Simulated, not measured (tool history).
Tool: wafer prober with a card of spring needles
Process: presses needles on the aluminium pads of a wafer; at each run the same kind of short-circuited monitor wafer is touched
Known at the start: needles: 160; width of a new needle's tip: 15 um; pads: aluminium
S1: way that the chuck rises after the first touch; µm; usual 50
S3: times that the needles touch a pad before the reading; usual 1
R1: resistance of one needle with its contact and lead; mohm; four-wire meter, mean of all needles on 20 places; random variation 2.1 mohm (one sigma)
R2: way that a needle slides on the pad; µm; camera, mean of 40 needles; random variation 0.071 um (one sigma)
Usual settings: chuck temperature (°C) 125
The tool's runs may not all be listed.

run 1 day=0 | S1=50 chuck_temperature_(°C)=125 S3=1 | R1=233 R2=8.89
-- day=0.729 tips cleaned on abrasive film
run 2 day=0.992 | S1=50 chuck_temperature_(°C)=28 S3=1 | R1=208 R2=8.87
-- day=1.671 tips cleaned on abrasive film
run 3 day=2.225 | S1=50 chuck_temperature_(°C)=28 S3=1 | R1=211 R2=8.88
-- day=2.588 tips cleaned on abrasive film
run 4 day=3.475 | S1=50 chuck_temperature_(°C)=50 S3=1 | R1=212 R2=8.97
-- day=3.604 tips cleaned on abrasive film
run 5 day=4.104 | S1=50 chuck_temperature_(°C)=50 S3=1 | R1=213 R2=8.97
-- day=4.55 tips cleaned on abrasive film
run 6 day=5.121 | S1=50 chuck_temperature_(°C)=50 S3=1 | R1=214 R2=8.94
-- day=5.483 tips cleaned on abrasive film
run 7 day=6.271 | S1=60 chuck_temperature_(°C)=42 S3=1 | R1=210 R2=10.85

The next listed run, before its measurement:
-- day=6.392 tips cleaned on abrasive film
-- day=7.383 tips cleaned on abrasive film
run 8 day=7.596 | S1=60 chuck_temperature_(°C)=42 S3=1 | R1=? R2=?

{"run 8": {"R1": 211, "R2": 10.64}}
Without the tool's hidden state the same run would have given R1 211 mohm, R2 10.65 µm.

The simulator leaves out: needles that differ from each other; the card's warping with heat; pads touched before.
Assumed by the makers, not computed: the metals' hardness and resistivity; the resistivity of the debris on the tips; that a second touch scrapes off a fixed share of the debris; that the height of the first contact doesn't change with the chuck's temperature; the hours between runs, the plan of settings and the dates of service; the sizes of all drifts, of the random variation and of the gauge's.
